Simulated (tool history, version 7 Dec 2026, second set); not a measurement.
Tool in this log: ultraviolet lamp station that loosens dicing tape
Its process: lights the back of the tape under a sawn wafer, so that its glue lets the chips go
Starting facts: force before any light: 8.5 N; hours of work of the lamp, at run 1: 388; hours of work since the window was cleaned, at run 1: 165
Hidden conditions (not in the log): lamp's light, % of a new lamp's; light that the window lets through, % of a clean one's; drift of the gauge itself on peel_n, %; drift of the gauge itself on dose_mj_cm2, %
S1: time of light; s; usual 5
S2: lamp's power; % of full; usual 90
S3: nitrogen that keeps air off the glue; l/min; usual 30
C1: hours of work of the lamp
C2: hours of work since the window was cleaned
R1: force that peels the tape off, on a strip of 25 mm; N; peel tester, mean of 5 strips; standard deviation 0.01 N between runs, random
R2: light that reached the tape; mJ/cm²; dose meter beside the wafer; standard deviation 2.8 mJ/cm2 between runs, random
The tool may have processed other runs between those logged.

run	hour	S1	S2	S3	C1	C2	R1	R2
1	0.0	5	90	30	388	165	0.640	330
2	32.9	5	90	30	409	186	0.637	323
3	59.3	5	90	30	426	204	0.666	315
4	89.2	5	90	30	445	223	0.681	319
5	114.3	5	90	30	462	239	0.732	312
6	138.2	5	90	30	477	255	0.728	308
7	161.4	5	90	30	492	270	0.712	309
# hour 171.8: window cleaned of glue's vapour
8	190.3	6	90	30	511	12	0.406	406
9	207.5	6	63	30	522	23	0.873	284
10	236.3	6	90	30	541	42	0.426	394
11	271.9	5	90	30	564	65	0.643	329
12	308.0	5	90	30	587	88	0.648	324
13	341.7	5	90	30	609	110	0.675	317
14	366.3	5	90	12	625	126	1.465	311
15	390.5	5	90	12	641	142	1.555	312
16	427.4	5	91	30	665	166	0.706	306
17	451.9	5	91	30	681	182	0.714	305
18	481.2	5	91	30	700	201	0.765	304
19	497.9	5	90	32	710	212	0.733	300
20	533.6	5	90	32	734	235	0.755	293
21	559.5	5	90	32	750	252	0.779	290
22	578.5	5	90	48	763	264	0.571	286
# hour 595.8: window cleaned of glue's vapour
23	612.3	7	90	30	784	11	0.347	433
24	648.7	7	90	30	808	34	0.361	435
25	669.7	7	90	30	822	48	0.355	429
26	690.7	5	70	30	835	62	1.197	238
27	726.4	5	88	30	859	85	0.807	294
28	754.2	5	88	30	877	103	0.820	286
29	796.0	5	65	30	904	130	1.477	210
30	832.7	5	63	30	928	154	1.608	200
31	873.9	3	82	25	954	181	2.521	148
32	896.4	2	61	19	969	195	4.851	74
33	914.4	9	75	30	981	207	0.382	409
34	938.9	7	71	46	997	223	0.544	293
35	964.3	5	98	14	1013	239	1.469	293
36	999.2	5	76	27	1036	262	1.389	227
# hour 1020.8: window cleaned of glue's vapour
37	1027.6	5	80	27	1054	4	1.104	252
38	1061.4	4	99	27	1076	26	1.174	248
39	1102.3	2	83	30	1102	53	3.565	102
40	1130.9	2	83	30	1121	71	3.658	103
41	1164.6	2	83	30	1143	93	3.609	98
42	1195.3	2	83	30	1163	113	3.749	100
43	1224.2	2	83	30	1181	132	3.670	97

Some steps in R1 between neighbouring runs. How much of each would the tool show without its hidden state too (settings, what came in, random variation), and how much is left for the hidden state, with any gauge scatter that isn't in both results?
Run 31 -> 32: S1 3 -> 2, S2 82 -> 61, S3 25 -> 19. R1 +2.330 N: hidden state +0.016, all else +2.314.
Run 32 -> 33: S1 2 -> 9, S2 61 -> 75, S3 19 -> 30. R1 -4.469 N: hidden state -0.768, all else -3.701.
Run 34 -> 35: S1 7 -> 5, S2 71 -> 98, S3 46 -> 14. R1 +0.925 N: hidden state +0.464, all else +0.461.
Run 38 -> 39: S1 4 -> 2, S2 99 -> 83, S3 27 -> 30. R1 +2.391 N: hidden state +0.475, all else +1.916.
